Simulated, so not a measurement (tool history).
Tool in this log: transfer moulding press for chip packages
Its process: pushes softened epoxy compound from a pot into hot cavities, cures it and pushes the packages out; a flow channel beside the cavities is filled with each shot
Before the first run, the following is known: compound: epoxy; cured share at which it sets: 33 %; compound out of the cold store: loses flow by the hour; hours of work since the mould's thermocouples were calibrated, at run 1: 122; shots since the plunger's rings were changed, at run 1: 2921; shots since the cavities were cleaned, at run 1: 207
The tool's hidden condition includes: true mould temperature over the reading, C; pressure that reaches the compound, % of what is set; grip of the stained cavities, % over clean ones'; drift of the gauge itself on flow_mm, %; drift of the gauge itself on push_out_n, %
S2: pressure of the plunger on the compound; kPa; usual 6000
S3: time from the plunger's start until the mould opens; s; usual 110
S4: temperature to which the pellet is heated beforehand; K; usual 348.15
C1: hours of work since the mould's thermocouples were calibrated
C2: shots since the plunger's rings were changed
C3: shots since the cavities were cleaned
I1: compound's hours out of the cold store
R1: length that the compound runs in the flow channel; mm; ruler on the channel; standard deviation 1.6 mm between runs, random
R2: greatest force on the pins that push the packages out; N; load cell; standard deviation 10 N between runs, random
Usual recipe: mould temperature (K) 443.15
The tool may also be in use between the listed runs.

run 1 hour=0.0 | mould_temperature_(K)=443.15 S2=6000 S3=110 S4=348.15 | C1=122 C2=2921 C3=207 | I1=30.6 | R1=712 R2=528
-- hour=58.6 cavities cleaned with cleaning compound and waxed
run 2 hour=88.2 | mould_temperature_(K)=438.15 S2=6000 S3=110 S4=348.15 | C1=171 C2=3719 C3=272 | I1=29.7 | R1=731 R2=764
-- hour=146.0 cavities cleaned with cleaning compound and waxed
run 3 hour=180.5 | mould_temperature_(K)=438.15 S2=6000 S3=110 S4=348.15 | C1=221 C2=4556 C3=318 | I1=16.1 | R1=792 R2=851
-- hour=229.5 cavities cleaned with cleaning compound and waxed
run 4 hour=251.7 | mould_temperature_(K)=438.15 S2=6000 S3=110 S4=348.15 | C1=260 C2=5198 C3=205 | I1=17.0 | R1=784 R2=776
-- hour=291.1 plunger's sealing rings changed
run 5 hour=308.7 | mould_temperature_(K)=438.15 S2=6000 S3=110 S4=348.15 | C1=291 C2=162 C3=707 | I1=43.8 | R1=695 R2=812
-- hour=313.9 cavities cleaned with cleaning compound and waxed
run 6 hour=385.8 | mould_temperature_(K)=443.15 S2=6000 S3=110 S4=341.15 | C1=333 C2=859 C3=663 | I1=33.0 | R1=716 R2=609
-- hour=399.3 cavities cleaned with cleaning compound and waxed
-- hour=479.5 cavities cleaned with cleaning compound and waxed
run 7 hour=479.5 | mould_temperature_(K)=443.15 S2=6000 S3=110 S4=341.15 | C1=384 C2=1695 C3=0 | I1=11.7 | R1=809 R2=489
run 8 hour=542.0 | mould_temperature_(K)=443.15 S2=6000 S3=110 S4=341.15 | C1=419 C2=2270 C3=575 | I1=44.9 | R1=662 R2=582
-- hour=565.0 cavities cleaned with cleaning compound and waxed
run 9 hour=595.4 | mould_temperature_(K)=443.15 S2=6000 S3=110 S4=341.15 | C1=448 C2=2749 C3=281 | I1=8.3 | R1=821 R2=566
-- hour=646.6 cavities cleaned with cleaning compound and waxed
run 10 hour=663.9 | mould_temperature_(K)=443.15 S2=6000 S3=100 S4=341.15 | C1=485 C2=3365 C3=159 | I1=22.9 | R1=746 R2=627
run 11 hour=704.5 | mould_temperature_(K)=443.15 S2=6000 S3=100 S4=341.15 | C1=508 C2=3740 C3=534 | I1=27.0 | R1=726 R2=723
-- hour=733.9 cavities cleaned with cleaning compound and waxed
run 12 hour=792.2 | mould_temperature_(K)=443.15 S2=6000 S3=100 S4=341.15 | C1=556 C2=4534 C3=537 | I1=46.5 | R1=643 R2=702
-- hour=819.4 cavities cleaned with cleaning compound and waxed
run 13 hour=881.2 | mould_temperature_(K)=443.15 S2=6000 S3=110 S4=348.15 | C1=605 C2=5340 C3=569 | I1=17.5 | R1=760 R2=623
-- hour=906.0 plunger's sealing rings changed
-- hour=907.5 cavities cleaned with cleaning compound and waxed
run 14 hour=922.5 | mould_temperature_(K)=445.15 S2=5320 S3=110 S4=348.15 | C1=626 C2=137 C3=137 | I1=36.7 | R1=655 R2=435
-- hour=987.6 cavities cleaned with cleaning compound and waxed
run 15 hour=996.2 | mould_temperature_(K)=435.15 S2=5320 S3=108 S4=358.15 | C1=666 C2=802 C3=78 | I1=29.0 | R1=723 R2=932
-- hour=1074.2 cavities cleaned with cleaning compound and waxed
run 16 hour=1077.1 | mould_temperature_(K)=435.15 S2=5320 S3=108 S4=358.15 | C1=710 C2=1534 C3=26 | I1=30.7 | R1=715 R2=928
run 17 hour=1150.2 | mould_temperature_(K)=443.15 S2=6000 S3=109 S4=339.15 | C1=751 C2=2207 C3=699 | I1=29.1 | R1=727 R2=647
-- hour=1157.6 cavities cleaned with cleaning compound and waxed
run 18 hour=1199.9 | mould_temperature_(K)=443.15 S2=6000 S3=109 S4=339.15 | C1=778 C2=2652 C3=390 | I1=33.0 | R1=708 R2=588

Run 19, settings as shown, results not yet in. Your forecast:
-- hour=1240.7 cavities cleaned with cleaning compound and waxed
run 19 hour=1272.2 | mould_temperature_(K)=440.15 S2=6000 S3=103 S4=346.15 | C1=818 C2=3304 C3=290 | I1=28.3 | R1=? R2=?

{"run 19": {"R1": 736, "R2": 772}}
Without the tool's hidden state the same run would have given R1 751 mm, R2 608 N.

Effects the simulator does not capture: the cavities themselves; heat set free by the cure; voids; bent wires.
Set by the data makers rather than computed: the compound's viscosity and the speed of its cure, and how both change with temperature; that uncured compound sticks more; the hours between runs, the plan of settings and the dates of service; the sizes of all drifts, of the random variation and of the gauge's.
